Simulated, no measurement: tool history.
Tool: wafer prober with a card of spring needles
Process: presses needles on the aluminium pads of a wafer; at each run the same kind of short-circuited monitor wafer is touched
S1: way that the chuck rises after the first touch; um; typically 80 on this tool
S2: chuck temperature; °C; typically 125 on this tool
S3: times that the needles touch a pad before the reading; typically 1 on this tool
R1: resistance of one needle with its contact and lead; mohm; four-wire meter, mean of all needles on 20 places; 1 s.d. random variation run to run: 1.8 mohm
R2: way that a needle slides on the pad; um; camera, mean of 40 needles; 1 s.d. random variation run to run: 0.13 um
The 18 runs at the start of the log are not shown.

run   hour  S1  S2  S3   R1     R2
 19  197.7  66  44   2  212  16.87
     198.8  -- tips cleaned on abrasive film
     211.0  -- tips cleaned on abrasive film
 20  215.1  94  91   1  201  24.05
     222.6  -- tips cleaned on abrasive film
 21  232.4  94  91   1  209  24.05
     234.4  -- tips cleaned on abrasive film
 22  244.4  94  91   1  208  24.00
     246.3  -- tips cleaned on abrasive film
     258.6  -- tips cleaned on abrasive film
 23  259.6  67  53   1  193  16.84
 24  268.2  65  36   2  211  16.16
     270.9  -- tips cleaned on abrasive film
 25  276.4  65  36   2  202  16.33
     282.8  -- tips cleaned on abrasive film
 26  289.4  80  49   2  197  20.31
     295.0  -- tips cleaned on abrasive film
 27  301.6  80  49   2  194  20.36
     306.5  -- tips cleaned on abrasive film
 28  312.5  80  49   2  194  20.25
     319.1  -- tips cleaned on abrasive film
     319.4  -- height of the first contact set anew
 29  323.7  62  78   3  196  16.70
     331.1  -- tips cleaned on abrasive film
 30  336.7  83  73   1  210  22.00
     343.4  -- tips cleaned on abrasive film
 31  353.9  95  73   3  192  25.21
     355.6  -- tips cleaned on abrasive film
 32  362.9  73  44   2  200  19.47
     367.3  -- tips cleaned on abrasive film
 33  373.9  80  61   2  197  21.08

4 options for the next run, each taken on its own from the tool as it stands now. Forecast them:
     379.1  -- tips cleaned on abrasive film
  A  381.9  79   61   2   ?   ?
     379.1  -- tips cleaned on abrasive film
  B  381.9  76   61   2   ?   ?
     379.1  -- tips cleaned on abrasive film
  C  381.9  80   56   3   ?   ?
     379.1  -- tips cleaned on abrasive film
  D  381.9  80  125   2   ?   ?

run   R1     R2
  A  190  20.89
  B  191  19.85
  C  188  21.09
  D  200  20.75
Stripped of hidden state, with their random variation kept, the same runs would have yielded:
run   R1     R2
  A  181  21.03
  B  181  19.99
  C  182  21.22
  D  192  20.88
